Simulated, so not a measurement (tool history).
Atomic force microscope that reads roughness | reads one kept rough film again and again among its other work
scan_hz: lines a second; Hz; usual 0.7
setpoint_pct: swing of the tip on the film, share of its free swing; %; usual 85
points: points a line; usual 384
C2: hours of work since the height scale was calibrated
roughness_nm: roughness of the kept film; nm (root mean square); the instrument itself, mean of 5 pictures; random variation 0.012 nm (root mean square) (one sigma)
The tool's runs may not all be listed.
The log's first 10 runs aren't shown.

{"day": 2.567, "done": "new tip fitted"}
{"run": 11, "day": 2.779, "scan_hz": 0.7, "setpoint_pct": 85, "points": 348, "pictures with this tip": 14, "C2": 202, "roughness_nm": 2.651}
{"run": 12, "day": 2.946, "scan_hz": 0.7, "setpoint_pct": 85, "points": 384, "pictures with this tip": 25, "C2": 205, "roughness_nm": 2.568}
{"run": 13, "day": 3.271, "scan_hz": 1.927, "setpoint_pct": 85, "points": 384, "pictures with this tip": 46, "C2": 211, "roughness_nm": 2.336}
{"day": 3.617, "done": "new tip fitted"}
{"run": 14, "day": 3.617, "scan_hz": 1.927, "setpoint_pct": 85, "points": 384, "pictures with this tip": 0, "C2": 217, "roughness_nm": 2.637}
{"run": 15, "day": 3.808, "scan_hz": 1.927, "setpoint_pct": 85, "points": 384, "pictures with this tip": 12, "C2": 220, "roughness_nm": 2.548}
{"run": 16, "day": 4.117, "scan_hz": 1.927, "setpoint_pct": 85, "points": 384, "pictures with this tip": 32, "C2": 226, "roughness_nm": 2.397}
{"run": 17, "day": 4.454, "scan_hz": 1.36, "setpoint_pct": 68, "points": 877, "pictures with this tip": 54, "C2": 232, "roughness_nm": 2.403}
{"run": 18, "day": 4.638, "scan_hz": 1.639, "setpoint_pct": 70, "points": 877, "pictures with this tip": 65, "C2": 236, "roughness_nm": 2.336}
{"day": 4.683, "done": "new tip fitted"}
{"run": 19, "day": 4.992, "scan_hz": 1.639, "setpoint_pct": 70, "points": 877, "pictures with this tip": 20, "C2": 242, "roughness_nm": 2.625}
{"run": 20, "day": 5.242, "scan_hz": 0.806, "setpoint_pct": 58, "points": 1012, "pictures with this tip": 36, "C2": 247, "roughness_nm": 2.562}
{"run": 21, "day": 5.525, "scan_hz": 0.806, "setpoint_pct": 58, "points": 1012, "pictures with this tip": 54, "C2": 252, "roughness_nm": 2.476}
{"day": 5.75, "done": "new tip fitted"}
{"run": 22, "day": 5.788, "scan_hz": 0.806, "setpoint_pct": 58, "points": 1012, "pictures with this tip": 3, "C2": 256, "roughness_nm": 2.812}
{"day": 5.858, "done": "height scale calibrated on a step standard"}
{"run": 23, "day": 6.146, "scan_hz": 1.246, "setpoint_pct": 56, "points": 1012, "pictures with this tip": 23, "C2": 5, "roughness_nm": 2.67}
{"run": 24, "day": 6.4, "scan_hz": 1.138, "setpoint_pct": 87, "points": 354, "pictures with this tip": 40, "C2": 10, "roughness_nm": 2.426}
{"run": 25, "day": 6.8, "scan_hz": 1.138, "setpoint_pct": 87, "points": 441, "pictures with this tip": 65, "C2": 17, "roughness_nm": 2.257}
{"day": 6.846, "done": "new tip fitted"}
{"day": 7.1, "done": "height scale calibrated on a step standard, once more"}
{"run": 26, "day": 7.254, "scan_hz": 0.7, "setpoint_pct": 79, "points": 447, "pictures with this tip": 24, "C2": 3, "roughness_nm": 2.626}
{"run": 27, "day": 7.483, "scan_hz": 0.7, "setpoint_pct": 79, "points": 447, "pictures with this tip": 38, "C2": 7, "roughness_nm": 2.502}
{"run": 28, "day": 7.879, "scan_hz": 0.7, "setpoint_pct": 79, "points": 447, "pictures with this tip": 64, "C2": 14, "roughness_nm": 2.34}
{"day": 7.958, "done": "new tip fitted"}
{"run": 29, "day": 8.229, "scan_hz": 0.741, "setpoint_pct": 69, "points": 384, "pictures with this tip": 17, "C2": 21, "roughness_nm": 2.642}
{"run": 30, "day": 8.629, "scan_hz": 0.741, "setpoint_pct": 69, "points": 384, "pictures with this tip": 43, "C2": 28, "roughness_nm": 2.479}
{"run": 31, "day": 8.929, "scan_hz": 0.68, "setpoint_pct": 89, "points": 793, "pictures with this tip": 63, "C2": 34, "roughness_nm": 2.292}
{"day": 9.042, "done": "new tip fitted"}
{"run": 32, "day": 9.338, "scan_hz": 0.545, "setpoint_pct": 85, "points": 567, "pictures with this tip": 19, "C2": 41, "roughness_nm": 2.651}

4 ways to go on from here, each from the tool as it stands after run 32. What would each give?
{"run": "A", "day": 9.567, "scan_hz": 0.7, "setpoint_pct": 85, "points": 525, "pictures with this tip": 34, "C2": 45, "roughness_nm": "?"}
{"run": "B", "day": 9.567, "scan_hz": 0.7, "setpoint_pct": 82, "points": 384, "pictures with this tip": 34, "C2": 45, "roughness_nm": "?"}
{"run": "C", "day": 9.567, "scan_hz": 1.152, "setpoint_pct": 85, "points": 573, "pictures with this tip": 34, "C2": 45, "roughness_nm": "?"}
{"run": "D", "day": 9.567, "scan_hz": 0.545, "setpoint_pct": 85, "points": 1002, "pictures with this tip": 34, "C2": 45, "roughness_nm": "?"}

run=A roughness_nm=2.493
run=B roughness_nm=2.505
run=C roughness_nm=2.435
run=D roughness_nm=2.509
Without the tool's hidden state the same runs would have given:
run=A roughness_nm=2.775
run=B roughness_nm=2.787
run=C roughness_nm=2.709
run=D roughness_nm=2.793

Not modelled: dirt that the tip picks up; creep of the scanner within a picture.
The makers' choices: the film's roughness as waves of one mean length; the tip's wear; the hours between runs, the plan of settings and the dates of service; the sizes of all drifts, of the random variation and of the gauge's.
